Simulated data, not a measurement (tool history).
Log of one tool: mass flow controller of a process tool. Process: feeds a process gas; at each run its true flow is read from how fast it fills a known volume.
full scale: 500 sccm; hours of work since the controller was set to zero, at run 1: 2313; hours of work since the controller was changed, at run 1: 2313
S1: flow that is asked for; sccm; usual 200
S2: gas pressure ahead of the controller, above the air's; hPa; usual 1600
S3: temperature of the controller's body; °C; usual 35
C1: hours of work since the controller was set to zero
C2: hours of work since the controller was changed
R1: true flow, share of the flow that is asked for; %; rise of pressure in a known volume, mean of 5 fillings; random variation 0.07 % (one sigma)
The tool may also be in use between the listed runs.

run	hour	S1	S2	S3	C1	C2	R1
1	0.0	200	1600	35	2313	2313	99.02
2	532.8	200	1600	35	2537	2537	99.05
3	782.4	200	1830	35	2643	2643	99.07
4	1027.4	200	1830	35	2746	2746	99.19
5	1547.2	200	1830	35	2965	2965	99.32
6	2070.6	200	1830	35	3185	3185	99.40
7	2579.3	256	1830	35	3399	3399	99.99
8	3046.6	256	1830	35	3596	3596	100.03
9	3516.0	200	1800	35	3794	3794	99.66
10	3885.0	218	1670	25	3949	3949	98.84
11	4394.2	71	1930	34	4163	4163	99.04
12	4609.8	200	1400	35	4254	4254	99.63
13	5050.9	123	1400	21	4440	4440	97.81
14	5301.9	200	1930	35	4546	4546	100.32
15	5621.9	200	1930	35	4680	4680	100.16

5 ways to go on from here, each from the tool as it stands after run 15. What would each give?
A	5883.5	434	1950	35	4790	4790	?
B	5883.5	200	2220	35	4790	4790	?
C	5883.5	327	2020	35	4790	4790	?
D	5883.5	106	2630	35	4790	4790	?
E	5883.5	200	1480	40	4790	4790	?

run	R1
A	101.93
B	100.48
C	101.15
D	100.12
E	100.67
Without the tool's hidden state the same runs would have given:
run	R1
A	100.68
B	99.24
C	99.91
D	98.87
E	99.43

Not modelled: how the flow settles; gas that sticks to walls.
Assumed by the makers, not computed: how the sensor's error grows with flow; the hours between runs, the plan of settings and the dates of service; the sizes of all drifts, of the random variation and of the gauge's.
